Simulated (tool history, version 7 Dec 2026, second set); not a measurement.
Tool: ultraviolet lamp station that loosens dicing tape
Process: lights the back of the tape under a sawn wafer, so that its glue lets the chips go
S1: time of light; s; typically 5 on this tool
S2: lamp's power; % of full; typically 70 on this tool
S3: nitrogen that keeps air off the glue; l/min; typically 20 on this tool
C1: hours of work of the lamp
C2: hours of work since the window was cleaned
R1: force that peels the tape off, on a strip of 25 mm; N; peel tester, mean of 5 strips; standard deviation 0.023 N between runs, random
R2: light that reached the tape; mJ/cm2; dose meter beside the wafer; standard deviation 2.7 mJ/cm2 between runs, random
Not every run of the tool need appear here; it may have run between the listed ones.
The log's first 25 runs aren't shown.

run 26 day=42.825 | S1=6 S2=63 S3=9 | C1=107 C2=453 | R1=1.860 R2=390
run 27 day=45.108 | S1=5 S2=70 S3=8 | C1=135 C2=480 | R1=2.196 R2=362
run 28 day=46.538 | S1=5 S2=70 S3=22 | C1=152 C2=497 | R1=1.036 R2=357
run 29 day=48.746 | S1=10 S2=70 S3=35 | C1=178 C2=523 | R1=0.171 R2=720
run 30 day=49.771 | S1=10 S2=70 S3=35 | C1=190 C2=536 | R1=0.169 R2=721
run 31 day=51.512 | S1=7 S2=86 S3=15 | C1=211 C2=556 | R1=0.465 R2=621
run 32 day=53.342 | S1=7 S2=86 S3=15 | C1=233 C2=578 | R1=0.450 R2=618
run 33 day=54.658 | S1=5 S2=70 S3=13 | C1=249 C2=594 | R1=1.512 R2=362
run 34 day=56.050 | S1=5 S2=70 S3=9 | C1=265 C2=611 | R1=1.986 R2=356
run 35 day=58.088 | S1=5 S2=70 S3=9 | C1=290 C2=635 | R1=2.066 R2=357
run 36 day=59.392 | S1=5 S2=70 S3=9 | C1=305 C2=651 | R1=2.033 R2=360
run 37 day=61.808 | S1=3 S2=97 S3=33 | C1=334 C2=679 | R1=1.100 R2=302
-- day=62.350 window cleaned of glue's vapour
run 38 day=62.896 | S1=3 S2=90 S3=14 | C1=347 C2=7 | R1=2.157 R2=282
run 39 day=64.521 | S1=3 S2=72 S3=40 | C1=366 C2=26 | R1=1.662 R2=223
run 40 day=66.267 | S1=3 S2=70 S3=20 | C1=387 C2=47 | R1=2.441 R2=214
run 41 day=68.321 | S1=3 S2=81 S3=29 | C1=412 C2=71 | R1=1.658 R2=248
run 42 day=70.288 | S1=3 S2=81 S3=29 | C1=435 C2=95 | R1=1.638 R2=249
run 43 day=72.367 | S1=2 S2=70 S3=20 | C1=460 C2=120 | R1=3.763 R2=146

Forecast each of these 3 alternatives for the next run:
run A day=74.896 | S1=9 S2=70 S3=20 | C1=490 C2=150 | R1=? R2=?
run B day=74.896 | S1=8 S2=70 S3=20 | C1=490 C2=150 | R1=? R2=?
run C day=74.896 | S1=2 S2=70 S3=20 | C1=490 C2=150 | R1=? R2=?

run=A R1=0.313 R2=649
run=B R1=0.429 R2=574
run=C R1=3.769 R2=145
The same runs, with their run-to-run variation unchanged, on a tool lacking any hidden condition would have given:
run=A R1=0.313 R2=650
run=B R1=0.428 R2=574
run=C R1=3.766 R2=145

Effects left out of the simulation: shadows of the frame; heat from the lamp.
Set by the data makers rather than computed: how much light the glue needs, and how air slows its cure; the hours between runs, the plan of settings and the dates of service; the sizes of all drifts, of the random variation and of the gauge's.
